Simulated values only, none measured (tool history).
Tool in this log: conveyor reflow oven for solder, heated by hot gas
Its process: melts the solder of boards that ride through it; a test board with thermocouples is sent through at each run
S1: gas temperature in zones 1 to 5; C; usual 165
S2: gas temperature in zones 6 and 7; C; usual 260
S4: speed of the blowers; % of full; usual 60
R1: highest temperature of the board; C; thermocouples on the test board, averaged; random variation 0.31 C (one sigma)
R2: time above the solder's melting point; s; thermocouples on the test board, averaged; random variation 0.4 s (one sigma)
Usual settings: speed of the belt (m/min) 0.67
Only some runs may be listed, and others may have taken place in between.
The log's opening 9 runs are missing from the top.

{"run": 10, "hour": 59.3, "S1": 165, "S2": 260, "speed of the belt (m/min)": 0.67, "S4": 60, "R1": 233.9, "R2": 26.9}
{"run": 11, "hour": 68.9, "S1": 165, "S2": 260, "speed of the belt (m/min)": 0.67, "S4": 60, "R1": 234, "R2": 27.4}
{"run": 12, "hour": 74.4, "S1": 165, "S2": 260, "speed of the belt (m/min)": 0.67, "S4": 60, "R1": 234.5, "R2": 26.4}
{"run": 13, "hour": 83.6, "S1": 165, "S2": 260, "speed of the belt (m/min)": 0.67, "S4": 60, "R1": 234.3, "R2": 26.6}
{"run": 14, "hour": 90.7, "S1": 165, "S2": 260, "speed of the belt (m/min)": 0.67, "S4": 60, "R1": 234.4, "R2": 27.3}
{"run": 15, "hour": 96.5, "S1": 165, "S2": 260, "speed of the belt (m/min)": 0.67, "S4": 60, "R1": 233.8, "R2": 26.9}
{"run": 16, "hour": 102.6, "S1": 165, "S2": 260, "speed of the belt (m/min)": 0.67, "S4": 60, "R1": 233.8, "R2": 27.6}
{"run": 17, "hour": 108.8, "S1": 162, "S2": 260, "speed of the belt (m/min)": 0.766, "S4": 60, "R1": 227.1, "R2": 14.4}
{"run": 18, "hour": 112.7, "S1": 162, "S2": 260, "speed of the belt (m/min)": 0.766, "S4": 60, "R1": 227.2, "R2": 14.4}
{"run": 19, "hour": 116.9, "S1": 165, "S2": 260, "speed of the belt (m/min)": 0.557, "S4": 60, "R1": 241.4, "R2": 43.4}
{"run": 20, "hour": 122.7, "S1": 178, "S2": 260, "speed of the belt (m/min)": 0.588, "S4": 60, "R1": 242.4, "R2": 45.2}
{"run": 21, "hour": 131.1, "S1": 156, "S2": 260, "speed of the belt (m/min)": 0.606, "S4": 60, "R1": 235.7, "R2": 32.2}
{"run": 22, "hour": 138.9, "S1": 176, "S2": 258, "speed of the belt (m/min)": 0.621, "S4": 60, "R1": 237.8, "R2": 37.8}
{"run": 23, "hour": 144.4, "S1": 151, "S2": 248, "speed of the belt (m/min)": 0.621, "S4": 60, "R1": 224.7, "R2": 13.4}
{"run": 24, "hour": 154.0, "S1": 151, "S2": 262, "speed of the belt (m/min)": 0.621, "S4": 60, "R1": 234.7, "R2": 27.7}
{"run": 25, "hour": 163.5, "S1": 180, "S2": 260, "speed of the belt (m/min)": 0.556, "S4": 60, "R1": 244.5, "R2": 51.6}
{"run": 26, "hour": 168.2, "S1": 180, "S2": 260, "speed of the belt (m/min)": 0.556, "S4": 60, "R1": 244, "R2": 51.3}
{"run": 27, "hour": 173.7, "S1": 180, "S2": 251, "speed of the belt (m/min)": 0.556, "S4": 52, "R1": 235.1, "R2": 39.7}
{"run": 28, "hour": 183.5, "S1": 161, "S2": 265, "speed of the belt (m/min)": 0.668, "S4": 81, "R1": 243.1, "R2": 36.2}
{"run": 29, "hour": 190.7, "S1": 161, "S2": 265, "speed of the belt (m/min)": 0.668, "S4": 81, "R1": 243.5, "R2": 35.9}
{"run": 30, "hour": 198.1, "S1": 161, "S2": 265, "speed of the belt (m/min)": 0.668, "S4": 81, "R1": 242.9, "R2": 35.5}
{"run": 31, "hour": 205.4, "S1": 163, "S2": 265, "speed of the belt (m/min)": 0.668, "S4": 81, "R1": 243, "R2": 36.6}
{"run": 32, "hour": 210.0, "S1": 156, "S2": 258, "speed of the belt (m/min)": 0.787, "S4": 60, "R1": 222.2, "R2": 7.1}

Forecast each of these 3 alternatives for the next run:
{"run": "A", "hour": 216.7, "S1": 165, "S2": 254, "speed of the belt (m/min)": 0.605, "S4": 57, "R1": "?", "R2": "?"}
{"run": "B", "hour": 216.7, "S1": 163, "S2": 271, "speed of the belt (m/min)": 0.686, "S4": 60, "R1": "?", "R2": "?"}
{"run": "C", "hour": 216.7, "S1": 156, "S2": 269, "speed of the belt (m/min)": 0.715, "S4": 60, "R1": "?", "R2": "?"}

run=A R1=231.7 R2=28.2
run=B R1=239.9 R2=31.9
run=C R1=234.8 R2=24.1
With the hidden condition removed and each run's random variation left untouched, the same runs would have given:
run=A R1=232.5 R2=29.7
run=B R1=241.3 R2=33.3
run=C R1=236.3 R2=25.8
